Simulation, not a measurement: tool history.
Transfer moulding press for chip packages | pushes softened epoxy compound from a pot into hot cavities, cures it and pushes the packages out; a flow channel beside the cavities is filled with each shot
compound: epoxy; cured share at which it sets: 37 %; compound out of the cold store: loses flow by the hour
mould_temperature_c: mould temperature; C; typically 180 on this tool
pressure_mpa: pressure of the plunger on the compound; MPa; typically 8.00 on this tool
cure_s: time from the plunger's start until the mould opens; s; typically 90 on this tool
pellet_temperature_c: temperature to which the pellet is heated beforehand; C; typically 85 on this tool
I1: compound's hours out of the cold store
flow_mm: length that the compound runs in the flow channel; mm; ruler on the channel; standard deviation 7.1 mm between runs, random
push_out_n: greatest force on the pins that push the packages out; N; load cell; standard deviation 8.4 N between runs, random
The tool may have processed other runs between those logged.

Run 1, day 0.000: usual settings; I1 42.8. Result: flow_mm 716 mm, push_out_n 521 N.
Run 2, day 0.842: usual settings; I1 32.6. Result: flow_mm 741 mm, push_out_n 619 N.
At day 1.708: cavities cleaned with cleaning compound and waxed.
Run 3, day 1.967: usual settings; I1 13.9. Result: flow_mm 765 mm, push_out_n 415 N.
Run 4, day 2.571: usual settings; I1 36.8. Result: flow_mm 718 mm, push_out_n 469 N.
Run 5, day 3.388: usual settings but cure_s 81 s; I1 27.2. Result: flow_mm 736 mm, push_out_n 742 N.
At day 3.967: plunger's sealing rings changed.
Run 6, day 4.142: usual settings but mould_temperature_c 185 C; I1 26.5. Result: flow_mm 794 mm, push_out_n 490 N.
At day 4.858: cavities cleaned with cleaning compound and waxed.
Run 7, day 4.883: usual settings; I1 15.2. Result: flow_mm 842 mm, push_out_n 409 N.
Run 8, day 5.775: usual settings; I1 14.6. Result: flow_mm 855 mm, push_out_n 503 N.
Run 9, day 6.650: usual settings but pressure_mpa 7.93 MPa; I1 25.8. Result: flow_mm 817 mm, push_out_n 572 N.
Run 10, day 7.108: usual settings but pressure_mpa 7.93 MPa; I1 36.9. Result: flow_mm 795 mm, push_out_n 598 N.
At day 7.896: cavities cleaned with cleaning compound and waxed.
Run 11, day 7.904: usual settings but pressure_mpa 7.93 MPa; I1 41.8. Result: flow_mm 768 mm, push_out_n 376 N.
Run 12, day 9.000: usual settings but pressure_mpa 7.93 MPa; I1 11.6. Result: flow_mm 841 mm, push_out_n 552 N.
Run 13, day 9.842: usual settings but cure_s 92 s; I1 24.7. Result: flow_mm 814 mm, push_out_n 559 N.
Run 14, day 10.667: usual settings but mould_temperature_c 172 C; I1 21.9. Result: flow_mm 856 mm, push_out_n 1241 N.
At day 10.942: cavities cleaned with cleaning compound and waxed.
Run 15, day 11.696: usual settings but mould_temperature_c 172 C; I1 21.9. Result: flow_mm 839 mm, push_out_n 887 N.
Run 16, day 12.233: usual settings but mould_temperature_c 172 C; I1 10.9. Result: flow_mm 874 mm, push_out_n 1070 N.
Run 17, day 12.979: usual settings but mould_temperature_c 172 C; I1 37.2. Result: flow_mm 798 mm, push_out_n 1062 N.
At day 14.017: cavities cleaned with cleaning compound and waxed.
Run 18, day 14.075: usual settings but mould_temperature_c 187 C, pressure_mpa 7.37 MPa; I1 34.5. Result: flow_mm 714 mm, push_out_n 278 N.
Run 19, day 14.638: usual settings but mould_temperature_c 175 C, pressure_mpa 7.37 MPa; I1 22.6. Result: flow_mm 791 mm, push_out_n 689 N.
At day 14.821: mould's thermocouples calibrated.
Run 20, day 15.192: usual settings but pressure_mpa 8.43 MPa, cure_s 85 s; I1 30.9. Result: flow_mm 788 mm, push_out_n 579 N.
Run 21, day 16.275: usual settings but pressure_mpa 8.43 MPa, cure_s 85 s; I1 25.5. Result: flow_mm 812 mm, push_out_n 679 N.
At day 17.171: cavities cleaned with cleaning compound and waxed.
Run 22, day 17.429: usual settings but pressure_mpa 6.95 MPa, cure_s 85 s, pellet_temperature_c 95 C; I1 20.3. Result: flow_mm 730 mm, push_out_n 444 N.
Run 23, day 18.421: usual settings but mould_temperature_c 176 C, pressure_mpa 8.04 MPa, cure_s 75 s, pellet_temperature_c 95 C; I1 12.8. Result: flow_mm 834 mm, push_out_n 1115 N.
Run 24, day 18.967: usual settings but mould_temperature_c 176 C, pressure_mpa 8.04 MPa, cure_s 75 s, pellet_temperature_c 95 C; I1 18.0. Result: flow_mm 815 mm, push_out_n 1205 N.
Run 25, day 19.725: usual settings but mould_temperature_c 182 C, cure_s 70 s; I1 26.3. Result: flow_mm 770 mm, push_out_n 1019 N.
At day 20.221: cavities cleaned with cleaning compound and waxed.
Run 26, day 20.308: usual settings but mould_temperature_c 187 C, pressure_mpa 6.61 MPa, cure_s 79 s; I1 12.6. Result: flow_mm 704 mm, push_out_n 323 N.
At day 20.508: mould's thermocouples calibrated, once more.
Run 27, day 21.088: usual settings but pellet_temperature_c 84 C; I1 37.0. Result: flow_mm 734 mm, push_out_n 468 N.

Predict each of these 5 candidate next runs independently; none follows another, all start after run 27:
Run A, day 21.883: usual settings but pressure_mpa 7.18 MPa, cure_s 80 s, pellet_temperature_c 95 C; I1 27.5. Result: flow_mm ?, push_out_n ?.
Run B, day 21.883: usual settings but pressure_mpa 9.82 MPa, pellet_temperature_c 94 C; I1 27.4. Result: flow_mm ?, push_out_n ?.
Run C, day 21.883: usual settings but pressure_mpa 8.29 MPa, pellet_temperature_c 89 C; I1 22.3. Result: flow_mm ?, push_out_n ?.
Run D, day 21.883: usual settings but pellet_temperature_c 77 C; I1 10.7. Result: flow_mm ?, push_out_n ?.
Run E, day 21.883: usual settings but pellet_temperature_c 87 C; I1 38.4. Result: flow_mm ?, push_out_n ?.

run  flow_mm  push_out_n
  A      724         710
  B      853         549
  C      781         553
  D      804         579
  E      747         562
Take away the tool's hidden state, keep each run's random variation, and the runs would have read:
run  flow_mm  push_out_n
  A      785         471
  B      924         365
  C      846         367
  D      872         384
  E      810         375

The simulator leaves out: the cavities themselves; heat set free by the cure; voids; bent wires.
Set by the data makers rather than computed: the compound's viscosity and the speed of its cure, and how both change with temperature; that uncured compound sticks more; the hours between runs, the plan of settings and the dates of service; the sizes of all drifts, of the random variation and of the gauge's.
